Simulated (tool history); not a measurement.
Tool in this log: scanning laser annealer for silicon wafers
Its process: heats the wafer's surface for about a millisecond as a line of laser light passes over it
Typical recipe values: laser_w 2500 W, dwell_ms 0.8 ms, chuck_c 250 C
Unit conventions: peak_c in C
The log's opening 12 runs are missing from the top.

run,hour,laser_w,dwell_ms,chuck_c,hours of work since the window was cleaned,hours of work since the power meter was calibrated,hours of work since the optics were aligned,peak_c
13,180.9,2500,0.913,250,934,656,1095,1053
14,195.5,2500,0.913,250,943,666,1105,1052
# hour 217.5: window over the wafer cleaned
15,217.5,2500,0.913,250,0,679,1118,1085
16,238.5,2500,0.913,250,14,693,1132,1084
17,256,2425,0.737,223,26,705,1144,943
18,273.3,2198,0.8,230,37,717,1155,915
19,285.1,2398,0.758,270,45,724,1163,991
20,296.5,2398,0.758,270,53,732,1171,996
21,314.4,2258,0.9,235,65,744,1183,984
22,336.2,2308,0.8,259,79,759,1198,976
23,348.4,2308,0.608,281,88,767,1206,896
24,363.5,2308,0.608,281,98,777,1216,896
25,382.9,2308,0.608,281,111,790,1229,897
26,405.2,2308,0.608,281,125,805,1244,895
27,427.9,2607,0.608,228,141,820,1259,918
28,448.7,2607,0.608,228,155,834,1273,917
29,470,2151,0.859,250,169,848,1287,942
30,481.6,2287,0.859,270,177,856,1295,1003
31,498.3,2287,0.859,270,188,867,1306,1005
32,512.3,2287,0.859,270,197,876,1315,1006

Consider 4 possible next runs. They are alternatives, not a sequence: every one starts from the tool as it was left by run 32. What does each give?
A,530.4,2500,0.831,250,209,888,1327,?
B,530.4,2441,0.859,270,209,888,1327,?
C,530.4,2287,0.689,256,209,888,1327,?
D,530.4,2160,0.721,233,209,888,1327,?

run,peak_c
A,1038
B,1055
C,908
D,863
Take away the tool's hidden state, keep each run's random variation, and the runs would have read:
run,peak_c
A,1055
B,1073
C,922
D,877
